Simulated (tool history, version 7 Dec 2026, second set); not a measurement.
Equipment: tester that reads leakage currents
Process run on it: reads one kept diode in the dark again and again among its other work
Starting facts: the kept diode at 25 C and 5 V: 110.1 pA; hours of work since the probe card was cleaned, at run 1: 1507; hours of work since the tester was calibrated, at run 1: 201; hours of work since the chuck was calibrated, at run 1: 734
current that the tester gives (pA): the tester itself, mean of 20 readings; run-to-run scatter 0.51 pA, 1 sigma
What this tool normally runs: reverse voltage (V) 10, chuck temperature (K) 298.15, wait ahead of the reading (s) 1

run    hour  reverse voltage (V)  chuck temperature (K)  wait ahead of the reading (s)  hours of work since the probe card was cleaned  hours of work since the tester was calibrated  hours of work since the chuck was calibrated  current that the tester gives (pA)
  1       0                   10                 298.15                              1                                            1507                                            201                                           734                               164.5
  2   119.5                   10                 298.15                              1                                            1571                                            265                                           798                              163.98
  3   249.9                   10                 294.15                              1                                            1641                                            335                                           868                              118.56
  4   385.9                   10                 294.15                              1                                            1714                                            408                                           941                              118.06
  5   486.9                   10                 294.15                              1                                            1768                                            462                                           995                              117.82
  6   609.5                   10                 294.15                              1                                            1834                                            528                                          1061                              117.53
  7   684.6                   10                 294.15                              1                                            1874                                            568                                          1101                               117.8
  8   788.7                   10                 294.15                              1                                            1930                                            624                                          1157                              117.72
  9   880.1                   10                 298.15                           2.11                                            1979                                            673                                          1206                              158.15
 10    1024                   10                 298.15                           2.11                                            2056                                            750                                          1283                              157.52
 11  1112.7                   10                 298.15                           2.11                                            2104                                            798                                          1331                              157.07
 12  1186.3                  3.3                 298.15                              1                                            2143                                            837                                          1370                                82.5
 13  1287.4                  3.3                 298.15                              1                                            2197                                            891                                          1424                               82.04
 14  1412.4                   10                 298.15                              1                                            2264                                            958                                          1491                              158.33
 15    1548                   10                 298.15                              1                                            2337                                           1031                                          1564                              156.63
 16    1608                   10                 298.15                              1                                            2369                                           1063                                          1596                              156.47
 17  1745.6                   10                 298.15                              1                                            2443                                           1137                                          1670                               155.9
 18  1831.8                   10                 298.15                              1                                            2489                                           1183                                          1716                              155.44
 19  1963.4                   10                 298.15                              1                                            2560                                           1254                                          1787                               155.2
 20  2025.4                   10                 298.15                              1                                            2593                                           1287                                          1820                              155.26
 21  2107.2                  1.2                 298.15                              1                                            2637                                           1331                                          1864                               44.31
 22  2183.2                   10                 307.15                              1                                            2678                                           1372                                          1905                               306.4
 23  2262.2                  6.6                 320.15                           0.83                                            2720                                           1414                                          1947                              623.72
 24  2339.5                    5                 294.15                           4.37                                            2761                                           1456                                          1988                               72.39

Run 25 has not been measured yet. What should we expect?
 25  2427.4                  3.6                 326.15                           2.18                                            2809                                           1503                                          2036                                   ?

current that the tester gives (pA): 661.47
Had the tool carried no hidden state, the very same run would have given current that the tester gives (pA) 737.21.
